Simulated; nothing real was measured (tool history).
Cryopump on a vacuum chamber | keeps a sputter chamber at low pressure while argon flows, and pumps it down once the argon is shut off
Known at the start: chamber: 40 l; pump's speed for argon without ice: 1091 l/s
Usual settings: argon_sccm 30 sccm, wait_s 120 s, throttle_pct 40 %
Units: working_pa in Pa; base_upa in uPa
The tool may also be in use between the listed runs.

run    hour  argon_sccm  wait_s  throttle_pct  working_pa  base_upa
  1       0          30     120            40      0.1182      1.73
  2    71.8          30     120            40      0.1182      1.84
  3   138.3          30     120            40      0.1193      1.89
  4   206.7          27     120            40      0.1082      1.97
  5   294.1          27     120            38      0.1151      2.03
  6     416          27     120            38      0.1159      2.22
  7   489.2          27     120            38      0.1183      2.25
  8   610.7          27     120            38      0.1186      2.35
  9   703.1          27     120            38      0.1211      2.45
 10   768.6          21     294            48      0.0775      2.03
 11   861.6          34      32            22      0.2589      5.08
 12   950.4          53      40            40      0.2402      4.54
        988  -- pump warmed up, emptied and cooled again
 13  1044.3          52     167            15      0.5407       2.1
 14  1122.4          52      21            15      0.5406      6.58

Forecast each of these 3 alternatives for the next run:
  A  1233.8          26      37            32           ?         ?
  B  1233.8          15     239            40           ?         ?
  C  1233.8          21      90            21           ?         ?

run  working_pa  base_upa
  A      0.1307      4.49
  B      0.0604      2.13
  C      0.1605      2.87
Without the tool's hidden state the same runs would have given:
run  working_pa  base_upa
  A      0.1265      3.11
  B       0.058      0.73
  C      0.1571      1.47
